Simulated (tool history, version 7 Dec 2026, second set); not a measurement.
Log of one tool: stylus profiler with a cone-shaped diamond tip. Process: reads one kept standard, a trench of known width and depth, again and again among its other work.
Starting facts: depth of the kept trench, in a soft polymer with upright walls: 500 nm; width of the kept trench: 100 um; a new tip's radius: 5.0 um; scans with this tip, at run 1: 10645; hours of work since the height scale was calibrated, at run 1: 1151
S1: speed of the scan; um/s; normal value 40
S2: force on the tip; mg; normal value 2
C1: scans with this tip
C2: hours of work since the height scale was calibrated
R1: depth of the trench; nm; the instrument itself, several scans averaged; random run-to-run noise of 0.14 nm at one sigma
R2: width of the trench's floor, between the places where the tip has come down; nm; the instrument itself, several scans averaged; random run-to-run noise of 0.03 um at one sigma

run      day   S1    S2     C1    C2      R1     R2
  1        0   40     2  10645  1151  502.22  93870
  2    2.288   69     2  11039  1194  501.88  93670
  3    5.783   69     2  11641  1259  501.98  93630
  4    8.529   81     2  12114  1310  502.19  93480
  5   11.288   81     2  12589  1362  501.44  93390
  6   14.604   81     2  13160  1423   501.7  93380
  7   17.933   81     2  13733  1485  501.23  93280
      19.412  -- height scale calibrated on a step standard
  8     20.5   81     2  14171    20  504.28  93200
  9   23.971   81  0.87  14769    85  502.16  92950
 10   26.358   14  0.87  15180   129  502.37  93470
 11   28.742   40     2  15590   174  503.83  93350
 12   31.129   40     2  16002   218   503.7  93320
 13   33.712   10     2  16446   266  503.82  93390
 14   36.275   10     2  16888   314  503.69  93340
 15   39.217   40  0.72  17394   369  501.49  92930
 16   40.933   40  0.72  17690   401  501.71  92930
 17    43.65   40  0.72  18158   451  501.46  92930
 18   46.508   40  0.72  18650   505  501.13  92880
 19   49.425   40  0.72  19152   559  501.21  92740
 20   52.542   40  0.72  19689   617  500.99  92710
 21   55.546   40  1.36  20206   673  501.95  92810
 22   59.075   40  1.36  20814   739  501.95  92730
 23   62.375   23     2  21382   800   502.9  92850
 24   64.617   78  2.69  21768   842  503.81  92580
 25   66.446   27  1.53  22083   876  501.95  92740
 26   68.758   15  2.98  22481   919  503.92  92820
 27   70.388   98  1.83  22762   949  502.33  92220
 28   72.133   96  4.83  23063   982  506.17  92450
 29   74.342   24  2.01  23443  1023  502.32  92650
 30   76.725   24  2.01  23853  1068  502.29  92640
      78.325  -- new tip fitted, height scale calibrated
 31   79.325   43  1.06    173    19  502.46  95210
 32   82.908  129  1.56    790    85  503.64  94650
 33   85.658   14  1.26   1263   137  502.76  95290
 34     88.7   14  1.82   1787   193   503.8  95230
 35   90.875   40  0.87   2161   234  501.93  94950
 36   93.954   76  1.38   2691   291  502.85  94690
 37   97.454   76  1.38   3294   356  502.25  94560
 38   99.779   11  0.72   3695   400  501.25  94950
 39  102.217   18  1.04   4114   445  501.88  94890
 40  105.271   18  1.04   4640   502   501.9  94760
 41  107.738   18  1.04   5065   548  501.71  94730
 42  109.954   49  5.05   5447   589  506.72  94720
 43  112.546   51  1.06   5893   637  501.35  94360
 44  115.083   67  2.96   6330   685  504.25  94360

Consider 5 possible next runs. They are alternatives, not a sequence: every one starts from the tool as it was left by run 44. What does each give?
  A  118.638  73  2.96  6942  751   ?   ?
  B  118.638  53     2  6942  751   ?   ?
  C  118.638  50  1.01  6942  751   ?   ?
  D  118.638  80  1.37  6942  751   ?   ?
  E  118.638  67  1.46  6942  751   ?   ?

run      R1     R2
  A  504.12  94220
  B  502.72  94270
  C  501.41  94230
  D  501.77  94050
  E  502.01  94210
Stripped of hidden state, with their random variation kept, the same runs would have yielded:
run      R1     R2
  A  505.61  95260
  B   504.2  95320
  C  502.88  95280
  D  503.25  95100
  E  503.49  95260
